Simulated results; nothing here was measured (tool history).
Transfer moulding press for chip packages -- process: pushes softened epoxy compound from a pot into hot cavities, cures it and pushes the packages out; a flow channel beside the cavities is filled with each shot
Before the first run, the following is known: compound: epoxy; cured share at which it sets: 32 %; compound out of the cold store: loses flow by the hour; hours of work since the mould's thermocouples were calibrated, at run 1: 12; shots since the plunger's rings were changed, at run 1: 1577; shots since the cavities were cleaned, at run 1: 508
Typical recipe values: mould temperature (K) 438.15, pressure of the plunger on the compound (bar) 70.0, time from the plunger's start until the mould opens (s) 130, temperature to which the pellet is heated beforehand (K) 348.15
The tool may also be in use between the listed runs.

run,day,mould temperature (K),pressure of the plunger on the compound (bar),time from the plunger's start until the mould opens (s),temperature to which the pellet is heated beforehand (K),hours of work since the mould's thermocouples were calibrated,shots since the plunger's rings were changed,shots since the cavities were cleaned,incoming compound's hours out of the cold store,length that the compound runs in the flow channel (mm),greatest force on the pins that push the packages out (N)
1,0.000,438.15,70.0,130,348.15,12,1577,508,11.4,702,724
2,0.217,439.15,70.0,130,348.15,16,1630,561,19.8,682,705
3,0.475,439.15,70.0,130,348.15,20,1693,624,17.9,681,714
4,0.888,439.15,70.0,130,348.15,27,1795,726,38.5,619,729
5,1.204,439.15,70.0,130,348.15,33,1872,803,36.1,624,765
6,1.608,439.15,70.0,130,348.15,39,1971,902,23.2,652,798
7,2.117,439.15,70.0,130,348.15,48,2096,1027,45.4,607,777
# day 2.204: cavities cleaned with cleaning compound and waxed
8,2.521,439.15,70.0,130,348.15,53,2180,78,12.9,687,1036
9,2.750,439.15,70.0,130,348.15,57,2236,134,44.2,608,1044
10,3.008,439.15,70.0,130,348.15,61,2299,197,45.2,586,979
11,3.292,439.15,70.0,130,348.15,66,2369,267,46.5,595,997
# day 3.571: cavities cleaned with cleaning compound and waxed, once more
12,3.792,439.15,70.0,130,348.15,73,2476,53,12.9,685,475
13,4.192,439.15,70.0,130,348.15,80,2575,152,46.5,593,508
14,4.654,442.15,70.0,130,348.15,88,2688,265,22.6,647,530
15,5.054,442.15,70.0,130,348.15,94,2786,363,42.5,596,544
16,5.554,435.15,85.3,129,348.15,103,2909,486,21.2,742,810
17,5.958,440.15,85.3,139,348.15,109,3008,585,22.0,699,641
18,6.496,440.15,85.3,139,348.15,118,3140,717,11.9,745,653
19,6.929,443.15,70.0,141,348.15,125,3246,823,37.5,601,652
20,7.225,443.15,70.0,141,348.15,130,3319,896,15.8,649,669
21,7.662,443.15,70.0,141,357.15,138,3426,1003,23.5,630,707
# day 7.833: cavities cleaned with cleaning compound and waxed
22,8.267,438.15,70.0,130,339.15,147,3559,106,26.8,641,524
23,8.517,438.15,70.0,130,339.15,151,3620,167,19.2,653,555
24,8.750,445.15,63.8,134,354.15,155,3678,225,23.4,597,468
25,9.167,445.15,63.8,134,354.15,162,3779,326,8.6,620,503
26,9.533,443.15,86.7,128,353.15,168,3870,417,39.4,652,583
27,9.783,443.15,86.7,128,353.15,172,3931,478,27.4,680,597
28,10.117,438.15,70.0,123,348.15,177,4012,559,45.5,588,731
29,10.408,438.15,70.0,164,349.15,182,4085,632,25.4,615,622
30,10.888,438.15,70.0,164,349.15,190,4202,749,12.8,663,654

Pick out some run-to-run changes in length that the compound runs in the flow channel (mm). Of each, how much would a tool without hidden state show as well, from the settings, what came in and chance, and how much is left for the hidden state and any gauge scatter not in both results compared?
Hidden state at play: true mould temperature over the reading, C; pressure that reaches the compound, % of what is set; grip of the stained cavities, % over clean ones'; drift of the gauge itself on flow_mm, %; drift of the gauge itself on push_out_n, %.
Run 12 -> 13: no setting changed, nothing entered. length that the compound runs in the flow channel (mm) -92: hidden state +3, all else -95.
Run 15 -> 16: mould temperature (K) 442.15 -> 435.15, pressure of the plunger on the compound (bar) 70.0 -> 85.3, time from the plunger's start until the mould opens (s) 130 -> 129. length that the compound runs in the flow channel (mm) +146: hidden state -11, all else +157.
Run 18 -> 19: mould temperature (K) 440.15 -> 443.15, pressure of the plunger on the compound (bar) 85.3 -> 70.0, time from the plunger's start until the mould opens (s) 139 -> 141. length that the compound runs in the flow channel (mm) -144: hidden state +8, all else -152.
Run 29 -> 30: no setting changed, nothing entered. length that the compound runs in the flow channel (mm) +48: hidden state -7, all else +55.
